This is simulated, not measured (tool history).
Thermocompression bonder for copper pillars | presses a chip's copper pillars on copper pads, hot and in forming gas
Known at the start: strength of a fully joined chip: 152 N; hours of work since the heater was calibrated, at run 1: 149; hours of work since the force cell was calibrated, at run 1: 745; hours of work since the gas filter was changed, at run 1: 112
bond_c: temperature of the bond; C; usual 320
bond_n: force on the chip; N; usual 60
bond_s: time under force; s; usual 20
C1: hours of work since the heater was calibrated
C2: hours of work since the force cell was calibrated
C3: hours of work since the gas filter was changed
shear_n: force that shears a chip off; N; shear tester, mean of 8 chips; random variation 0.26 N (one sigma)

Run 1, hour 0.0: usual settings; C1 149; C2 745; C3 112. Result: shear_n 100.8 N.
Run 2, hour 52.9: usual settings; C1 175; C2 771; C3 138. Result: shear_n 100.5 N.
At hour 122.6: forming gas filter changed.
Run 3, hour 127.4: usual settings but bond_s 17 s; C1 211; C2 807; C3 2. Result: shear_n 95.7 N.
Run 4, hour 192.4: usual settings but bond_s 17 s; C1 242; C2 838; C3 34. Result: shear_n 96.0 N.
Run 5, hour 257.7: usual settings but bond_s 17 s; C1 274; C2 870; C3 66. Result: shear_n 96.2 N.
Run 6, hour 290.4: usual settings but bond_s 17 s; C1 290; C2 886; C3 82. Result: shear_n 96.0 N.
Run 7, hour 353.8: usual settings but bond_s 17 s; C1 321; C2 917; C3 112. Result: shear_n 96.2 N.
Run 8, hour 390.4: usual settings but bond_s 17 s; C1 339; C2 935; C3 130. Result: shear_n 96.2 N.
Run 9, hour 436.8: usual settings but bond_s 17 s; C1 361; C2 957; C3 153. Result: shear_n 96.0 N.
At hour 477.9: forming gas filter changed.
Run 10, hour 485.1: usual settings but bond_c 330 C, bond_n 61 N, bond_s 49 s; C1 385; C2 981; C3 4. Result: shear_n 129.8 N.
Run 11, hour 537.7: usual settings but bond_s 43 s; C1 410; C2 1006; C3 29. Result: shear_n 121.4 N.
Run 12, hour 585.1: usual settings but bond_s 43 s; C1 433; C2 1029; C3 52. Result: shear_n 120.6 N.
Run 13, hour 656.1: usual settings but bond_c 350 C, bond_n 59 N; C1 468; C2 1064; C3 87. Result: shear_n 115.2 N.
At hour 700.0: force cell calibrated.
Run 14, hour 709.6: usual settings but bond_c 297 C, bond_n 87 N, bond_s 25 s; C1 493; C2 5; C3 112. Result: shear_n 114.3 N.
Run 15, hour 761.9: usual settings but bond_c 346 C, bond_n 39 N, bond_s 38 s; C1 518; C2 30; C3 137. Result: shear_n 106.4 N.
Run 16, hour 807.4: usual settings but bond_c 346 C, bond_n 39 N, bond_s 38 s; C1 540; C2 52; C3 159. Result: shear_n 106.5 N.
At hour 833.1: forming gas filter changed.
Run 17, hour 872.1: usual settings but bond_n 55 N, bond_s 23 s; C1 572; C2 83; C3 19. Result: shear_n 98.9 N.

Forecast each of these 4 alternatives for the next run:
Run A, hour 931.5: usual settings but bond_c 339 C, bond_n 52 N, bond_s 23 s; C1 601; C2 112; C3 48. Result: shear_n ?.
Run B, hour 931.5: usual settings but bond_n 49 N, bond_s 12 s; C1 601; C2 112; C3 48. Result: shear_n ?.
Run C, hour 931.5: usual settings but bond_s 26 s; C1 601; C2 112; C3 48. Result: shear_n ?.
Run D, hour 931.5: usual settings but bond_c 348 C, bond_n 55 N, bond_s 23 s; C1 601; C2 112; C3 48. Result: shear_n ?.

run  shear_n
  A    106.7
  B     74.3
  C    107.7
  D    114.2
Without the tool's hidden state the same runs would have given:
run  shear_n
  A    106.7
  B     74.3
  C    107.7
  D    114.1

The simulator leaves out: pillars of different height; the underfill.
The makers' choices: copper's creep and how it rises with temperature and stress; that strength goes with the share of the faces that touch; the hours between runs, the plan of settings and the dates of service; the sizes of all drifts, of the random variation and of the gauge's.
